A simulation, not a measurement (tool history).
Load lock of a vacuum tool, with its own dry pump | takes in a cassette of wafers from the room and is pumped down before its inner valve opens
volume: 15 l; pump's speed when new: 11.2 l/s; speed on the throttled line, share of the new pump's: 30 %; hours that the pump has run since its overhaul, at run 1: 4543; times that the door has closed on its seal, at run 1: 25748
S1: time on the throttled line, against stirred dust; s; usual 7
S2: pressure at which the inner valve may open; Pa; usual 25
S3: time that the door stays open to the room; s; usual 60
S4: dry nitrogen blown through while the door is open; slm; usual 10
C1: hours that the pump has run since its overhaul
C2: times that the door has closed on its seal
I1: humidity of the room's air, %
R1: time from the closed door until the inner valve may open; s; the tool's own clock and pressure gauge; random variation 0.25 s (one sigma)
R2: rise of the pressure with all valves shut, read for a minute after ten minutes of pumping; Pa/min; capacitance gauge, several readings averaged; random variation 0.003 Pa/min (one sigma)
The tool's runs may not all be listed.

run 1 hour=0 | S1=7 S2=25 S3=60 S4=10 | C1=4543 C2=25748 | I1=46.1 | R1=16.5 R2=0.424
run 2 hour=142.2 | S1=7 S2=25 S3=60 S4=10 | C1=4685 C2=26132 | I1=43.5 | R1=16.1 R2=0.42
run 3 hour=291.1 | S1=7 S2=25 S3=60 S4=10 | C1=4834 C2=26534 | I1=45.7 | R1=16 R2=0.442
run 4 hour=421 | S1=7 S2=25 S3=60 S4=10 | C1=4964 C2=26884 | I1=43.5 | R1=16 R2=0.461
run 5 hour=597.9 | S1=7 S2=25 S3=60 S4=10 | C1=5141 C2=27361 | I1=46.4 | R1=16.2 R2=0.469
run 6 hour=677.1 | S1=7 S2=25 S3=60 S4=10 | C1=5220 C2=27575 | I1=44.7 | R1=16.3 R2=0.471
run 7 hour=846.3 | S1=7 S2=25 S3=60 S4=10 | C1=5389 C2=28032 | I1=45.1 | R1=16.1 R2=0.473
run 8 hour=1043.6 | S1=7 S2=25 S3=127 S4=10 | C1=5587 C2=28564 | I1=43.5 | R1=16.1 R2=0.517
run 9 hour=1146.7 | S1=7 S2=30 S3=60 S4=10 | C1=5690 C2=28842 | I1=41.1 | R1=16.1 R2=0.506
run 10 hour=1252.5 | S1=7 S2=25 S3=60 S4=10 | C1=5795 C2=29128 | I1=45.5 | R1=15.8 R2=0.507
run 11 hour=1392 | S1=7 S2=25 S3=52 S4=10 | C1=5935 C2=29504 | I1=41.4 | R1=16.7 R2=0.519
run 12 hour=1473.9 | S1=7 S2=25 S3=52 S4=10 | C1=6017 C2=29725 | I1=47 | R1=16.3 R2=0.542
run 13 hour=1618.2 | S1=5 S2=35 S3=30 S4=17 | C1=6161 C2=30114 | I1=44.5 | R1=14.2 R2=0.521
run 14 hour=1753.9 | S1=7 S2=25 S3=151 S4=10 | C1=6297 C2=30480 | I1=46.1 | R1=16.1 R2=0.588
run 15 hour=1927.2 | S1=5 S2=28 S3=181 S4=6 | C1=6470 C2=30948 | I1=46.8 | R1=15.1 R2=0.616
run 16 hour=2033.5 | S1=5 S2=21 S3=181 S4=9 | C1=6576 C2=31235 | I1=47.4 | R1=15.2 R2=0.615
run 17 hour=2192.1 | S1=12 S2=37 S3=34 S4=10 | C1=6735 C2=31663 | I1=45 | R1=19.2 R2=0.573
run 18 hour=2285.5 | S1=12 S2=37 S3=34 S4=10 | C1=6828 C2=31915 | I1=44.1 | R1=19.4 R2=0.581
run 19 hour=2368.8 | S1=10 S2=24 S3=96 S4=10 | C1=6912 C2=32140 | I1=43.8 | R1=18.5 R2=0.614
run 20 hour=2561.6 | S1=10 S2=23 S3=50 S4=10 | C1=7105 C2=32660 | I1=43.6 | R1=18.8 R2=0.611
run 21 hour=2702.9 | S1=10 S2=23 S3=50 S4=10 | C1=7246 C2=33041 | I1=39.3 | R1=18.8 R2=0.618
run 22 hour=2845.8 | S1=7 S2=25 S3=150 S4=15 | C1=7389 C2=33427 | I1=45.9 | R1=16.6 R2=0.673
run 23 hour=3038.9 | S1=7 S2=25 S3=104 S4=10 | C1=7582 C2=33948 | I1=44.3 | R1=16.2 R2=0.659
run 24 hour=3142 | S1=7 S2=25 S3=104 S4=10 | C1=7685 C2=34226 | I1=45.9 | R1=16.9 R2=0.676

Forecast each of these 5 alternatives for the next run:
run A hour=3339.2 | S1=8 S2=22 S3=60 S4=6 | C1=7882 C2=34758 | I1=46.3 | R1=? R2=?
run B hour=3339.2 | S1=5 S2=25 S3=60 S4=5 | C1=7882 C2=34758 | I1=45.4 | R1=? R2=?
run C hour=3339.2 | S1=7 S2=42 S3=112 S4=25 | C1=7882 C2=34758 | I1=43.4 | R1=? R2=?
run D hour=3339.2 | S1=5 S2=19 S3=233 S4=10 | C1=7882 C2=34758 | I1=44.3 | R1=? R2=?
run E hour=3339.2 | S1=7 S2=44 S3=60 S4=10 | C1=7882 C2=34758 | I1=42.9 | R1=? R2=?

run=A R1=17.4 R2=0.675
run=B R1=15.3 R2=0.664
run=C R1=16 R2=0.681
run=D R1=15.7 R2=0.734
run=E R1=15.9 R2=0.671
Without the tool's hidden state the same runs would have given:
run=A R1=16.9 R2=0.048
run=B R1=14.8 R2=0.044
run=C R1=15.5 R2=0.045
run=D R1=15.1 R2=0.098
run=E R1=15.4 R2=0.041
